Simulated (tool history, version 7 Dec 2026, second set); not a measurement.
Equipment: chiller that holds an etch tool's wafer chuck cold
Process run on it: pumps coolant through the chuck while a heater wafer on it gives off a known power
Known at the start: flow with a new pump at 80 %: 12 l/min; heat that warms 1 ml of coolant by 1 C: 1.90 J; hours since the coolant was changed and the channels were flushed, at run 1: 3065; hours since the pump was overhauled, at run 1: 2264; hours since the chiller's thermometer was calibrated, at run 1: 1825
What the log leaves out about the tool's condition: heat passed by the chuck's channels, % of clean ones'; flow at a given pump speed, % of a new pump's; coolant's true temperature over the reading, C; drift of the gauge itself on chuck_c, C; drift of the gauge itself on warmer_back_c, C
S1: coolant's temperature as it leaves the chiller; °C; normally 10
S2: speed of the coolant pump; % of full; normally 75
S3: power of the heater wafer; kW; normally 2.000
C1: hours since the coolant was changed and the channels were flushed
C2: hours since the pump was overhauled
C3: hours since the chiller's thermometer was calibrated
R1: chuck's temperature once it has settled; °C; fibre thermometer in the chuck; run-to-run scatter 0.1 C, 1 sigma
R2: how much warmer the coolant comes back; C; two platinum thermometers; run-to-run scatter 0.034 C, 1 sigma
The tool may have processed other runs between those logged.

Run 1, day 0.000: usual settings; C1 3065; C2 2264; C3 1825. Result: R1 26.3 °C, R2 5.62 C.
Run 2, day 3.229: usual settings; C1 3142; C2 2341; C3 1902. Result: R1 26.4 °C, R2 5.62 C.
Run 3, day 4.775: usual settings; C1 3179; C2 2378; C3 1939. Result: R1 26.5 °C, R2 5.66 C.
Run 4, day 6.246: usual settings; C1 3215; C2 2414; C3 1975. Result: R1 26.3 °C, R2 5.67 C.
Run 5, day 7.667: usual settings; C1 3249; C2 2448; C3 2009. Result: R1 26.5 °C, R2 5.68 C.
Run 6, day 9.575: usual settings; C1 3295; C2 2493; C3 2054. Result: R1 26.3 °C, R2 5.67 C.
Run 7, day 11.233: usual settings; C1 3334; C2 2533; C3 2094. Result: R1 26.3 °C, R2 5.71 C.
Run 8, day 14.512: usual settings but S3 1.213 kW; C1 3413; C2 2612; C3 2173. Result: R1 20.0 °C, R2 3.52 C.
At day 16.783: coolant changed, channels flushed.
Run 9, day 17.625: usual settings; C1 20; C2 2681; C3 2242. Result: R1 26.3 °C, R2 5.76 C.
Run 10, day 19.808: usual settings; C1 73; C2 2733; C3 2294. Result: R1 26.4 °C, R2 5.72 C.
Run 11, day 22.512: usual settings but S2 85 % of full; C1 138; C2 2798; C3 2359. Result: R1 25.4 °C, R2 5.11 C.
Run 12, day 24.246: usual settings but S1 19 °C, S2 85 % of full; C1 179; C2 2840; C3 2400. Result: R1 34.3 °C, R2 5.16 C.
Run 13, day 26.612: usual settings but S1 19 °C, S2 85 % of full; C1 236; C2 2896; C3 2457. Result: R1 34.1 °C, R2 5.22 C.
Run 14, day 29.542: usual settings but S1 5 °C, S2 60 % of full, S3 2.148 kW; C1 306; C2 2967; C3 2528. Result: R1 25.0 °C, R2 7.76 C.
Run 15, day 31.725: usual settings but S1 14 °C, S2 86 % of full, S3 1.274 kW; C1 359; C2 3019; C3 2580. Result: R1 23.6 °C, R2 3.40 C.
Run 16, day 33.833: usual settings but S1 14 °C, S2 86 % of full, S3 1.274 kW; C1 409; C2 3070; C3 2631. Result: R1 23.7 °C, R2 3.43 C.
Run 17, day 36.533: usual settings but S1 9 °C, S2 82 % of full, S3 2.776 kW; C1 474; C2 3134; C3 2695. Result: R1 30.8 °C, R2 7.46 C.
Run 18, day 39.721: usual settings but S1 9 °C, S2 82 % of full, S3 2.776 kW; C1 550; C2 3211; C3 2772. Result: R1 30.6 °C, R2 7.46 C.
Run 19, day 41.779: usual settings but S1 8 °C; C1 600; C2 3260; C3 2821. Result: R1 24.4 °C, R2 5.97 C.
Run 20, day 44.979: usual settings but S1 8 °C; C1 677; C2 3337; C3 2898. Result: R1 24.6 °C, R2 5.97 C.
Run 21, day 48.279: usual settings but S1 6 °C, S2 89 % of full, S3 2.210 kW; C1 756; C2 3416; C3 2977. Result: R1 22.4 °C, R2 5.69 C.
At day 49.733: gauge calibrated.
Run 22, day 50.629: usual settings but S2 77 % of full, S3 2.776 kW; C1 812; C2 3473; C3 3034. Result: R1 32.2 °C, R2 7.59 C.
Run 23, day 53.071: usual settings but S2 77 % of full, S3 2.776 kW; C1 871; C2 3531; C3 3092. Result: R1 32.4 °C, R2 7.66 C.
Run 24, day 54.517: usual settings but S1 15 °C, S2 87 % of full, S3 1.675 kW; C1 906; C2 3566; C3 3127. Result: R1 27.5 °C, R2 4.13 C.
Run 25, day 55.900: usual settings but S1 15 °C, S2 87 % of full, S3 1.675 kW; C1 939; C2 3599; C3 3160. Result: R1 27.7 °C, R2 4.13 C.
Run 26, day 58.946: usual settings but S2 60 % of full, S3 2.640 kW; C1 1012; C2 3672; C3 3233. Result: R1 34.6 °C, R2 9.22 C.

Here are 5 independent what-if runs from the current tool condition. What would each one return?
Run A, day 61.062: usual settings but S2 72 % of full, S3 1.519 kW; C1 1063; C2 3723; C3 3284. Result: R1 ?, R2 ?.
Run B, day 61.062: usual settings but S1 11 °C, S3 1.787 kW; C1 1063; C2 3723; C3 3284. Result: R1 ?, R2 ?.
Run C, day 61.062: usual settings but S1 13 °C, S2 62 % of full, S3 1.361 kW; C1 1063; C2 3723; C3 3284. Result: R1 ?, R2 ?.
Run D, day 61.062: usual settings but S1 14 °C, S2 65 % of full, S3 1.555 kW; C1 1063; C2 3723; C3 3284. Result: R1 ?, R2 ?.
Run E, day 61.062: usual settings but S2 78 % of full, S3 2.640 kW; C1 1063; C2 3723; C3 3284. Result: R1 ?, R2 ?.

run    R1    R2
  A  22.9  4.58
  B  25.8  5.09
  C  25.4  4.68
  D  27.8  5.14
  E  31.0  7.21
Without the tool's unlogged condition, the same runs would have read:
run    R1    R2
  A  22.9  4.48
  B  25.8  4.99
  C  25.4  4.58
  D  27.8  5.04
  E  31.0  7.11

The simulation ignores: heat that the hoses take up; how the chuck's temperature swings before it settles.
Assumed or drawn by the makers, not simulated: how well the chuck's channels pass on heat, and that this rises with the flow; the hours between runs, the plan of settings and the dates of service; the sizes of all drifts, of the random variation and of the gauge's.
